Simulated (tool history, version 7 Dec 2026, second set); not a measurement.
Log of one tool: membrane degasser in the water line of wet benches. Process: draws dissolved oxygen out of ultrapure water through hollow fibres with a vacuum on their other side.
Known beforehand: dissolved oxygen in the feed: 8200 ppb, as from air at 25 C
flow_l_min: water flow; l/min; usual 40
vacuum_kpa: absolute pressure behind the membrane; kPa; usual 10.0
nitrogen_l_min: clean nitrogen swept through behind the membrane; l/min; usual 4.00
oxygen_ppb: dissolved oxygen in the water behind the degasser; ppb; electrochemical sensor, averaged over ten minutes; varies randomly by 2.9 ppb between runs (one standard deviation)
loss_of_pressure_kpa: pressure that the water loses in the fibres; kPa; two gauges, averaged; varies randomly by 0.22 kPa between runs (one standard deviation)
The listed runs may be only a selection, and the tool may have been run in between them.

Run 1, day 0.000: usual settings. Result: oxygen_ppb 302.4 ppb, loss_of_pressure_kpa 53.29 kPa.
Run 2, day 7.392: usual settings. Result: oxygen_ppb 301.7 ppb, loss_of_pressure_kpa 52.90 kPa.
Run 3, day 13.604: usual settings. Result: oxygen_ppb 301.1 ppb, loss_of_pressure_kpa 53.07 kPa.
Run 4, day 21.062: usual settings. Result: oxygen_ppb 300.9 ppb, loss_of_pressure_kpa 53.25 kPa.
Run 5, day 27.592: usual settings. Result: oxygen_ppb 307.6 ppb, loss_of_pressure_kpa 53.29 kPa.
Run 6, day 35.183: usual settings. Result: oxygen_ppb 305.0 ppb, loss_of_pressure_kpa 53.88 kPa.
Run 7, day 41.071: usual settings. Result: oxygen_ppb 308.2 ppb, loss_of_pressure_kpa 53.63 kPa.
Run 8, day 52.150: usual settings. Result: oxygen_ppb 312.6 ppb, loss_of_pressure_kpa 53.85 kPa.
Run 9, day 57.196: usual settings but flow_l_min 48 l/min. Result: oxygen_ppb 399.9 ppb, loss_of_pressure_kpa 64.52 kPa.
Run 10, day 63.817: usual settings but flow_l_min 60 l/min. Result: oxygen_ppb 533.7 ppb, loss_of_pressure_kpa 80.03 kPa.
Run 11, day 75.000: usual settings but flow_l_min 60 l/min. Result: oxygen_ppb 547.4 ppb, loss_of_pressure_kpa 80.93 kPa.
Run 12, day 80.800: usual settings but flow_l_min 60 l/min. Result: oxygen_ppb 540.8 ppb, loss_of_pressure_kpa 80.43 kPa.
Run 13, day 90.071: usual settings but flow_l_min 60 l/min. Result: oxygen_ppb 536.6 ppb, loss_of_pressure_kpa 80.93 kPa.
Run 14, day 98.212: usual settings. Result: oxygen_ppb 318.7 ppb, loss_of_pressure_kpa 54.14 kPa.
Run 15, day 107.975: usual settings. Result: oxygen_ppb 313.4 ppb, loss_of_pressure_kpa 54.01 kPa.
At day 115.450: vacuum gauge calibrated.
Run 16, day 119.267: usual settings. Result: oxygen_ppb 316.3 ppb, loss_of_pressure_kpa 54.41 kPa.
Run 17, day 125.867: usual settings but nitrogen_l_min 3.15 l/min. Result: oxygen_ppb 360.6 ppb, loss_of_pressure_kpa 54.37 kPa.
Run 18, day 135.446: usual settings but nitrogen_l_min 3.15 l/min. Result: oxygen_ppb 360.6 ppb, loss_of_pressure_kpa 54.74 kPa.
Run 19, day 140.746: usual settings but flow_l_min 62 l/min, vacuum_kpa 8.3 kPa, nitrogen_l_min 4.23 l/min. Result: oxygen_ppb 508.9 ppb, loss_of_pressure_kpa 84.29 kPa.
Run 20, day 150.754: usual settings but flow_l_min 26 l/min, vacuum_kpa 9.7 kPa, nitrogen_l_min 5.54 l/min. Result: oxygen_ppb 137.1 ppb, loss_of_pressure_kpa 35.27 kPa.
Run 21, day 159.954: usual settings but flow_l_min 56 l/min, vacuum_kpa 9.4 kPa, nitrogen_l_min 1.64 l/min. Result: oxygen_ppb 705.7 ppb, loss_of_pressure_kpa 75.98 kPa.
Run 22, day 167.962: usual settings but flow_l_min 52 l/min, vacuum_kpa 7.4 kPa, nitrogen_l_min 9.02 l/min. Result: oxygen_ppb 328.1 ppb, loss_of_pressure_kpa 70.98 kPa.
Run 23, day 175.950: usual settings but flow_l_min 30 l/min, vacuum_kpa 11.4 kPa, nitrogen_l_min 7.26 l/min. Result: oxygen_ppb 173.1 ppb, loss_of_pressure_kpa 40.89 kPa.
At day 176.608: vacuum gauge calibrated, once more.
Run 24, day 180.933: usual settings but nitrogen_l_min 3.54 l/min. Result: oxygen_ppb 343.9 ppb, loss_of_pressure_kpa 54.43 kPa.
At day 186.375: seals of the vacuum lines changed.
Run 25, day 189.279: usual settings but flow_l_min 29 l/min, nitrogen_l_min 2.83 l/min. Result: oxygen_ppb 241.3 ppb, loss_of_pressure_kpa 39.54 kPa.
Run 26, day 195.583: usual settings but flow_l_min 36 l/min, nitrogen_l_min 1.93 l/min. Result: oxygen_ppb 404.3 ppb, loss_of_pressure_kpa 49.43 kPa.
Run 27, day 206.075: usual settings but flow_l_min 36 l/min, nitrogen_l_min 1.93 l/min. Result: oxygen_ppb 413.3 ppb, loss_of_pressure_kpa 49.42 kPa.
Run 28, day 210.875: usual settings but flow_l_min 36 l/min, nitrogen_l_min 1.93 l/min. Result: oxygen_ppb 409.3 ppb, loss_of_pressure_kpa 49.10 kPa.
Run 29, day 215.558: usual settings but flow_l_min 31 l/min, vacuum_kpa 12.3 kPa, nitrogen_l_min 6.34 l/min. Result: oxygen_ppb 205.9 ppb, loss_of_pressure_kpa 42.51 kPa.
Run 30, day 223.488: usual settings but flow_l_min 31 l/min, vacuum_kpa 12.3 kPa, nitrogen_l_min 6.34 l/min. Result: oxygen_ppb 207.0 ppb, loss_of_pressure_kpa 42.76 kPa.
Run 31, day 232.546: usual settings but flow_l_min 31 l/min, vacuum_kpa 12.3 kPa, nitrogen_l_min 6.34 l/min. Result: oxygen_ppb 204.7 ppb, loss_of_pressure_kpa 42.79 kPa.
Run 32, day 243.662: usual settings but flow_l_min 36 l/min, nitrogen_l_min 9.42 l/min. Result: oxygen_ppb 198.3 ppb, loss_of_pressure_kpa 49.62 kPa.
Run 33, day 248.350: usual settings but flow_l_min 36 l/min, nitrogen_l_min 3.35 l/min. Result: oxygen_ppb 305.7 ppb, loss_of_pressure_kpa 49.81 kPa.

Predict each of these 3 candidate next runs independently; none follows another, all start after run 33:
Run A, day 256.754: usual settings but vacuum_kpa 11.7 kPa, nitrogen_l_min 5.88 l/min. Result: oxygen_ppb ?, loss_of_pressure_kpa ?.
Run B, day 256.754: usual settings but flow_l_min 36 l/min, vacuum_kpa 16.8 kPa, nitrogen_l_min 4.70 l/min. Result: oxygen_ppb ?, loss_of_pressure_kpa ?.
Run C, day 256.754: usual settings but flow_l_min 41 l/min, nitrogen_l_min 9.37 l/min. Result: oxygen_ppb ?, loss_of_pressure_kpa ?.

run  oxygen_ppb  loss_of_pressure_kpa
  A       299.7                 55.11
  B       377.2                 49.72
  C       251.0                 56.36
Stripped of hidden state, with their random variation kept, the same runs would have yielded:
run  oxygen_ppb  loss_of_pressure_kpa
  A       266.3                 52.20
  B       348.2                 47.10
  C       216.0                 53.39
